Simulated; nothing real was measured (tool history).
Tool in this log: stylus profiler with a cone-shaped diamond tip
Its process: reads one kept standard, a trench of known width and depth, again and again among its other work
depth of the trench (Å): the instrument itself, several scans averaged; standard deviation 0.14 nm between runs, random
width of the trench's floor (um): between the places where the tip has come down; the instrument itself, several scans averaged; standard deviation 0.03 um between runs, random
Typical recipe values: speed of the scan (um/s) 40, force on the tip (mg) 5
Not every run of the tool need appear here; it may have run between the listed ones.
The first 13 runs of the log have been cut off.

run	hour	speed of the scan (um/s)	force on the tip (mg)	scans with this tip	hours of work since the height scale was calibrated	depth of the trench (Å)	width of the trench's floor (um)
14	245.8	144	5	4331	394	5043.1	16.13
15	261.1	19	5	4399	401	5046.6	16.7
16	281.6	19	5	4490	409	5042.8	16.65
17	305	19	5	4594	418	5044.9	16.75
18	320.4	40	7.94	4662	425	5062.7	16.61
19	334.1	40	7.94	4722	430	5063.4	16.62
20	354.8	10	2.52	4814	438	5022	16.71
21	370.2	121	11.59	4882	445	5083.9	16.44
22	384	12	4.34	4943	450	5038.9	16.65
23	402	42	10.2	5023	457	5073.3	16.63
24	411.9	48	7.01	5067	461	5057.1	16.53
25	427.6	23	10.64	5136	468	5078	16.64
26	445.3	42	6.93	5215	475	5054.4	16.6
27	462.2	84	5	5290	482	5043.1	16.39
28	479.2	84	5	5365	489	5041.2	16.39
29	493.4	84	5	5427	494	5041.7	16.38
30	505.4	40	2.22	5481	499	5017.2	16.47
31	528.5	39	4.12	5583	508	5034.3	16.49
32	539.9	22	4.94	5633	513	5039.2	16.58
33	554.6	13	3.49	5698	519	5029.5	16.63
34	573.2	98	3.51	5781	526	5025.2	16.2
35	595.1	98	3.51	5878	535	5025.5	16.18
36	613.7	38	14.4	5960	543	5095.9	16.58
37	633.5	38	14.4	6048	551	5094.8	16.6

Alternative continuations, all from the tool just after run 37; predict every row:
A	652.2	11	4.83	6130	558	?	?
B	652.2	12	11.04	6130	558	?	?
C	652.2	28	2.35	6130	558	?	?
D	652.2	60	1.98	6130	558	?	?
E	652.2	40	3.36	6130	558	?	?

run	depth of the trench (Å)	width of the trench's floor (um)
A	5038.6	16.63
B	5077.2	16.66
C	5017.6	16.54
D	5012.6	16.38
E	5027.2	16.45
The same runs, with their run-to-run variation unchanged, on a tool lacking any hidden condition would have given:
run	depth of the trench (Å)	width of the trench's floor (um)
A	5052.9	16.93
B	5091.6	16.96
C	5031.8	16.84
D	5026.8	16.68
E	5041.4	16.75
